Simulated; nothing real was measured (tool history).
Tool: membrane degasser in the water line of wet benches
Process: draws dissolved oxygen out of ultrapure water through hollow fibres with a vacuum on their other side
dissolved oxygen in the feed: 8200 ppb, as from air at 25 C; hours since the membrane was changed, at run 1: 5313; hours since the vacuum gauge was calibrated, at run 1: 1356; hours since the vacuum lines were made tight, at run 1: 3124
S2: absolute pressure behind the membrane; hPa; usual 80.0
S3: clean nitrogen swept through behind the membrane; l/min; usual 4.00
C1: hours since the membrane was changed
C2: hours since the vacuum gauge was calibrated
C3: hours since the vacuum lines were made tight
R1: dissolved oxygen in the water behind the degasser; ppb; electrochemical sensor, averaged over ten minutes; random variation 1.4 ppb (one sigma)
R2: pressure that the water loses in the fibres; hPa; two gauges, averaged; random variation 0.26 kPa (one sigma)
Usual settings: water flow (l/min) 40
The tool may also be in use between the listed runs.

Run 1, day 0.000: usual settings; C1 5313; C2 1356; C3 3124. Result: R1 166.5 ppb, R2 707.8 hPa.
Run 2, day 5.246: usual settings but water flow (l/min) 48; C1 5439; C2 1482; C3 3250. Result: R1 214.6 ppb, R2 856.7 hPa.
Run 3, day 8.338: usual settings; C1 5513; C2 1556; C3 3324. Result: R1 169.9 ppb, R2 716.6 hPa.
Run 4, day 13.992: usual settings; C1 5649; C2 1692; C3 3460. Result: R1 168.0 ppb, R2 712.3 hPa.
Run 5, day 18.596: usual settings; C1 5759; C2 1802; C3 3570. Result: R1 167.2 ppb, R2 713.2 hPa.
Run 6, day 23.050: usual settings; C1 5866; C2 1909; C3 3677. Result: R1 167.4 ppb, R2 711.9 hPa.
Run 7, day 27.125: usual settings; C1 5964; C2 2007; C3 3775. Result: R1 168.2 ppb, R2 717.5 hPa.
Run 8, day 29.675: usual settings but S3 3.90 l/min; C1 6025; C2 2068; C3 3836. Result: R1 168.7 ppb, R2 710.4 hPa.
Run 9, day 32.954: usual settings; C1 6104; C2 2147; C3 3915. Result: R1 167.6 ppb, R2 719.2 hPa.
Run 10, day 36.246: usual settings; C1 6183; C2 2226; C3 3994. Result: R1 167.0 ppb, R2 712.4 hPa.
Run 11, day 41.408: usual settings but S2 104.1 hPa; C1 6307; C2 2350; C3 4118. Result: R1 223.1 ppb, R2 716.7 hPa.
Run 12, day 46.471: usual settings but S2 104.1 hPa; C1 6429; C2 2471; C3 4240. Result: R1 223.5 ppb, R2 715.9 hPa.
Run 13, day 50.388: usual settings but S3 2.66 l/min; C1 6522; C2 2565; C3 4333. Result: R1 219.9 ppb, R2 717.5 hPa.
Run 14, day 55.908: usual settings; C1 6655; C2 2698; C3 4466. Result: R1 169.6 ppb, R2 719.2 hPa.
Run 15, day 60.583: usual settings; C1 6767; C2 2810; C3 4578. Result: R1 169.2 ppb, R2 708.5 hPa.
Run 16, day 65.875: usual settings but S2 165.4 hPa; C1 6894; C2 2937; C3 4705. Result: R1 362.7 ppb, R2 715.8 hPa.
Run 17, day 69.862: usual settings but water flow (l/min) 50; C1 6990; C2 3033; C3 4801. Result: R1 227.1 ppb, R2 896.5 hPa.
Run 18, day 75.012: usual settings but water flow (l/min) 64, S2 84.6 hPa, S3 4.91 l/min; C1 7113; C2 3156; C3 4924. Result: R1 305.1 ppb, R2 1145.5 hPa.
Run 19, day 80.875: usual settings but water flow (l/min) 44, S2 54.6 hPa, S3 4.91 l/min; C1 7254; C2 3297; C3 5065. Result: R1 121.4 ppb, R2 790.9 hPa.
Run 20, day 85.083: usual settings but water flow (l/min) 25, S3 3.71 l/min; C1 7355; C2 3398; C3 5166. Result: R1 96.8 ppb, R2 449.2 hPa.
At day 87.796: seals of the vacuum lines changed.
Run 21, day 89.912: usual settings but water flow (l/min) 25, S3 3.71 l/min; C1 7469; C2 3512; C3 51. Result: R1 96.7 ppb, R2 450.0 hPa.
Run 22, day 93.771: usual settings but water flow (l/min) 59, S2 95.4 hPa, S3 3.71 l/min; C1 7562; C2 3604; C3 143. Result: R1 349.6 ppb, R2 1059.8 hPa.
Run 23, day 97.467: usual settings but water flow (l/min) 25, S2 90.4 hPa, S3 1.64 l/min; C1 7650; C2 3693; C3 232. Result: R1 220.6 ppb, R2 452.2 hPa.
Run 24, day 102.733: usual settings but S2 68.7 hPa, S3 3.25 l/min; C1 7777; C2 3820; C3 359. Result: R1 162.3 ppb, R2 721.8 hPa.
Run 25, day 107.846: usual settings but water flow (l/min) 59, S2 187.8 hPa, S3 3.81 l/min; C1 7899; C2 3942; C3 481. Result: R1 647.6 ppb, R2 1067.4 hPa.
Run 26, day 113.512: usual settings but water flow (l/min) 43, S2 92.3 hPa, S3 3.81 l/min; C1 8035; C2 4078; C3 617. Result: R1 226.6 ppb, R2 776.2 hPa.
Run 27, day 116.108: usual settings but water flow (l/min) 27, S2 50.8 hPa, S3 3.23 l/min; C1 8098; C2 4141; C3 680. Result: R1 61.0 ppb, R2 484.3 hPa.
Run 28, day 119.958: usual settings but water flow (l/min) 27, S2 50.8 hPa, S3 3.23 l/min; C1 8190; C2 4233; C3 772. Result: R1 61.6 ppb, R2 481.9 hPa.
At day 124.042: vacuum gauge calibrated.
Run 29, day 124.475: usual settings but water flow (l/min) 27, S2 50.8 hPa, S3 2.24 l/min; C1 8298; C2 10; C3 880. Result: R1 75.4 ppb, R2 487.4 hPa.
Run 30, day 128.300: usual settings but S2 124.7 hPa, S3 4.53 l/min; C1 8390; C2 102; C3 972. Result: R1 246.3 ppb, R2 722.9 hPa.
Run 31, day 132.912: usual settings but S2 69.9 hPa, S3 2.54 l/min; C1 8501; C2 213; C3 1082. Result: R1 195.5 ppb, R2 721.8 hPa.
Run 32, day 137.575: usual settings but water flow (l/min) 25, S2 102.6 hPa, S3 2.54 l/min; C1 8613; C2 325; C3 1194. Result: R1 183.1 ppb, R2 452.9 hPa.
Run 33, day 141.525: usual settings but S2 117.3 hPa; C1 8707; C2 420; C3 1289. Result: R1 256.6 ppb, R2 723.7 hPa.

Some steps in R1 between neighbouring runs. How much of each would the tool show without its hidden state too (settings, what came in, random variation), and how much is left for the hidden state, with any gauge scatter that isn't in both results?
The hidden state here: membrane still open, %; true pressure behind the membrane over the reading, kPa; air that leaks in behind the membrane, l/min; drift of the gauge itself on oxygen_ppb, %; drift of the gauge itself on loss_of_pressure_kpa, %.
Run 21 -> 22: water flow (l/min) 25 -> 59, S2 80.0 -> 95.4. R1 +252.9 ppb: hidden state +14.2, all else +238.7.
Run 22 -> 23: water flow (l/min) 59 -> 25, S2 95.4 -> 90.4, S3 3.71 -> 1.64. R1 -129.0 ppb: hidden state -12.7, all else -116.3.
Run 24 -> 25: water flow (l/min) 40 -> 59, S2 68.7 -> 187.8, S3 3.25 -> 3.81. R1 +485.3 ppb: hidden state +7.9, all else +477.4.
Run 25 -> 26: water flow (l/min) 59 -> 43, S2 187.8 -> 92.3. R1 -421.0 ppb: hidden state -6.0, all else -415.0.

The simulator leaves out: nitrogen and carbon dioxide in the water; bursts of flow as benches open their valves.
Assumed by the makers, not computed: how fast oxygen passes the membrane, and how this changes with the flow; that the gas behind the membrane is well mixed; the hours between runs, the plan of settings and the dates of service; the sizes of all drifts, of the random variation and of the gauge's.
